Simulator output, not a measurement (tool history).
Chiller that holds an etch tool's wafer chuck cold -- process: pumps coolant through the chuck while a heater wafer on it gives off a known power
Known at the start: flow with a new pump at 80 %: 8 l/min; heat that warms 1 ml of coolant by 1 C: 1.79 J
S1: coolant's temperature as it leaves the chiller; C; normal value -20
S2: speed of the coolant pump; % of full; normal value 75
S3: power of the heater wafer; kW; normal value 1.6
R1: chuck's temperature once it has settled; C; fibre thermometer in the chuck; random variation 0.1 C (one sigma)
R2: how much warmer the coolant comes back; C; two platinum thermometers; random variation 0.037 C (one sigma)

{"run": 1, "hour": 0.0, "S1": -20, "S2": 75, "S3": 1.6, "R1": -6.5, "R2": 7.12}
{"run": 2, "hour": 130.1, "S1": -20, "S2": 75, "S3": 1.6, "R1": -6.6, "R2": 7.16}
{"run": 3, "hour": 251.1, "S1": -26, "S2": 75, "S3": 1.6, "R1": -12.6, "R2": 7.16}
{"run": 4, "hour": 353.5, "S1": -26, "S2": 75, "S3": 1.6, "R1": -12.6, "R2": 7.14}
{"run": 5, "hour": 456.6, "S1": -11, "S2": 75, "S3": 1.6, "R1": 2.5, "R2": 7.19}
{"run": 6, "hour": 562.7, "S1": -11, "S2": 75, "S3": 1.6, "R1": 2.4, "R2": 7.16}
{"run": 7, "hour": 658.5, "S1": -11, "S2": 75, "S3": 1.6, "R1": 2.4, "R2": 7.24}
{"run": 8, "hour": 784.7, "S1": -11, "S2": 75, "S3": 1.6, "R1": 2.6, "R2": 7.21}
{"run": 9, "hour": 879.2, "S1": -20, "S2": 75, "S3": 1.6, "R1": -6.8, "R2": 7.21}
{"run": 10, "hour": 985.4, "S1": -20, "S2": 75, "S3": 1.6, "R1": -6.6, "R2": 7.26}
{"run": 11, "hour": 1060.1, "S1": -20, "S2": 75, "S3": 1.6, "R1": -6.7, "R2": 7.19}
{"run": 12, "hour": 1147.7, "S1": -20, "S2": 75, "S3": 1.6, "R1": -6.6, "R2": 7.21}
{"run": 13, "hour": 1286.6, "S1": -20, "S2": 75, "S3": 1.6, "R1": -6.6, "R2": 7.28}
{"run": 14, "hour": 1400.0, "S1": -20, "S2": 75, "S3": 1.6, "R1": -6.5, "R2": 7.23}
{"run": 15, "hour": 1475.4, "S1": -20, "S2": 75, "S3": 1.6, "R1": -6.7, "R2": 7.25}
{"run": 16, "hour": 1582.3, "S1": -20, "S2": 75, "S3": 1.6, "R1": -6.7, "R2": 7.26}
{"run": 17, "hour": 1703.1, "S1": -20, "S2": 75, "S3": 1.6, "R1": -6.6, "R2": 7.32}
{"run": 18, "hour": 1843.2, "S1": -22, "S2": 88, "S3": 1.201, "R1": -13, "R2": 4.74}
{"run": 19, "hour": 1965.8, "S1": -17, "S2": 68, "S3": 1.077, "R1": -7.5, "R2": 5.43}
{"run": 20, "hour": 2062.3, "S1": -20, "S2": 75, "S3": 1.505, "R1": -7.5, "R2": 6.92}
{"run": 21, "hour": 2140.2, "S1": -20, "S2": 75, "S3": 1.505, "R1": -7.6, "R2": 6.79}
{"run": 22, "hour": 2261.1, "S1": -19, "S2": 75, "S3": 1.636, "R1": -5.5, "R2": 7.51}
{"run": 23, "hour": 2355.0, "S1": -19, "S2": 75, "S3": 1.6, "R1": -5.6, "R2": 7.26}
{"run": 24, "hour": 2414.3, "S1": -14, "S2": 75, "S3": 1.6, "R1": -0.7, "R2": 7.28}
{"run": 25, "hour": 2533.1, "S1": -14, "S2": 75, "S3": 0.892, "R1": -6.5, "R2": 4.13}
{"run": 26, "hour": 2648.5, "S1": -20, "S2": 78, "S3": 1.364, "R1": -8.8, "R2": 6.08}
{"run": 27, "hour": 2722.1, "S1": -14, "S2": 90, "S3": 1.243, "R1": -4.8, "R2": 4.86}
{"run": 28, "hour": 2848.7, "S1": -13, "S2": 61, "S3": 1.243, "R1": -0.8, "R2": 6.99}
{"run": 29, "hour": 2941.5, "S1": -13, "S2": 61, "S3": 1.243, "R1": -1, "R2": 6.98}
{"run": 30, "hour": 3033.6, "S1": -27, "S2": 76, "S3": 1.243, "R1": -16.7, "R2": 5.68}
{"run": 31, "hour": 3101.6, "S1": -27, "S2": 76, "S3": 1.243, "R1": -16.7, "R2": 5.72}

Below are 3 alternative next runs, each starting from the tool's condition after run 31. Predict each:
{"run": "A", "hour": 3200.5, "S1": -24, "S2": 99, "S3": 2.104, "R1": "?", "R2": "?"}
{"run": "B", "hour": 3200.5, "S1": -15, "S2": 99, "S3": 1.243, "R1": "?", "R2": "?"}
{"run": "C", "hour": 3200.5, "S1": -27, "S2": 76, "S3": 0.845, "R1": "?", "R2": "?"}

run=A R1=-9.3 R2=7.41
run=B R1=-6.3 R2=4.49
run=C R1=-19.9 R2=4.03
The same runs, with their run-to-run variation unchanged, on a tool lacking any hidden condition would have given:
run=A R1=-9.4 R2=7.16
run=B R1=-6.4 R2=4.24
run=C R1=-20 R2=3.78

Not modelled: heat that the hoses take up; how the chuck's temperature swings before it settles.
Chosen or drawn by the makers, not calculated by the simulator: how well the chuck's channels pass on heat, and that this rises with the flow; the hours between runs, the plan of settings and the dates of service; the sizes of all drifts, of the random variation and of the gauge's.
